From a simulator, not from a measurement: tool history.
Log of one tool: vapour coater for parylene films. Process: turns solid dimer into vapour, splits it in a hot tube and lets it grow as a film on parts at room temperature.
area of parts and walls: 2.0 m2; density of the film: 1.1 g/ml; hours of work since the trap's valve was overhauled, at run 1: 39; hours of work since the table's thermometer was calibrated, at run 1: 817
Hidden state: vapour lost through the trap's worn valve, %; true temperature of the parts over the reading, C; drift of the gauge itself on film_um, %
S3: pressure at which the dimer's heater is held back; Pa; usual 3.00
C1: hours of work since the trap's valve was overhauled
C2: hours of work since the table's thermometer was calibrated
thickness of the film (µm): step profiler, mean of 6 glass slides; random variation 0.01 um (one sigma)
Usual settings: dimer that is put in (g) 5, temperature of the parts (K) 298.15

run 1 hour=0.0 | dimer_that_is_put_in_(g)=5 temperature_of_the_parts_(K)=298.15 S3=3.00 | C1=39 C2=817 | thickness_of_the_film_(µm)=1.88
run 2 hour=17.8 | dimer_that_is_put_in_(g)=5 temperature_of_the_parts_(K)=298.15 S3=3.00 | C1=52 C2=830 | thickness_of_the_film_(µm)=1.90
run 3 hour=42.1 | dimer_that_is_put_in_(g)=5 temperature_of_the_parts_(K)=298.15 S3=3.00 | C1=70 C2=848 | thickness_of_the_film_(µm)=1.87
run 4 hour=59.9 | dimer_that_is_put_in_(g)=5 temperature_of_the_parts_(K)=298.15 S3=3.00 | C1=84 C2=861 | thickness_of_the_film_(µm)=1.86
run 5 hour=88.1 | dimer_that_is_put_in_(g)=5 temperature_of_the_parts_(K)=298.15 S3=3.00 | C1=104 C2=882 | thickness_of_the_film_(µm)=1.86
run 6 hour=103.9 | dimer_that_is_put_in_(g)=5 temperature_of_the_parts_(K)=298.15 S3=3.00 | C1=116 C2=894 | thickness_of_the_film_(µm)=1.87
run 7 hour=119.7 | dimer_that_is_put_in_(g)=5 temperature_of_the_parts_(K)=298.15 S3=3.00 | C1=128 C2=905 | thickness_of_the_film_(µm)=1.86
run 8 hour=156.1 | dimer_that_is_put_in_(g)=5 temperature_of_the_parts_(K)=298.15 S3=3.00 | C1=155 C2=932 | thickness_of_the_film_(µm)=1.89
run 9 hour=191.7 | dimer_that_is_put_in_(g)=5 temperature_of_the_parts_(K)=298.15 S3=3.00 | C1=181 C2=959 | thickness_of_the_film_(µm)=1.87
run 10 hour=217.7 | dimer_that_is_put_in_(g)=3 temperature_of_the_parts_(K)=291.15 S3=3.00 | C1=200 C2=978 | thickness_of_the_film_(µm)=1.31
run 11 hour=248.8 | dimer_that_is_put_in_(g)=3 temperature_of_the_parts_(K)=303.15 S3=6.28 | C1=223 C2=1001 | thickness_of_the_film_(µm)=0.83
run 12 hour=277.4 | dimer_that_is_put_in_(g)=6 temperature_of_the_parts_(K)=301.15 S3=3.00 | C1=244 C2=1022 | thickness_of_the_film_(µm)=2.05
run 13 hour=305.3 | dimer_that_is_put_in_(g)=6 temperature_of_the_parts_(K)=301.15 S3=7.54 | C1=265 C2=1043 | thickness_of_the_film_(µm)=1.63
run 14 hour=336.5 | dimer_that_is_put_in_(g)=5 temperature_of_the_parts_(K)=298.15 S3=6.32 | C1=288 C2=1066 | thickness_of_the_film_(µm)=1.54
run 15 hour=351.9 | dimer_that_is_put_in_(g)=5 temperature_of_the_parts_(K)=298.15 S3=6.32 | C1=300 C2=1077 | thickness_of_the_film_(µm)=1.54
run 16 hour=368.6 | dimer_that_is_put_in_(g)=5 temperature_of_the_parts_(K)=298.15 S3=6.32 | C1=312 C2=1090 | thickness_of_the_film_(µm)=1.54
run 17 hour=385.7 | dimer_that_is_put_in_(g)=5 temperature_of_the_parts_(K)=298.15 S3=6.32 | C1=325 C2=1102 | thickness_of_the_film_(µm)=1.53
run 18 hour=405.7 | dimer_that_is_put_in_(g)=4 temperature_of_the_parts_(K)=292.15 S3=9.59 | C1=339 C2=1117 | thickness_of_the_film_(µm)=1.28

Some steps in thickness of the film (µm) between neighbouring runs. How much of each would the tool show without its hidden state too (settings, what came in, random variation), and how much is left for the hidden state, with any gauge scatter that isn't in both results?
Run 11 -> 12: dimer that is put in (g) 3 -> 6, temperature of the parts (K) 303.15 -> 301.15, S3 6.28 -> 3.00. thickness of the film (µm) +1.22: hidden state -0.06, all else +1.28.
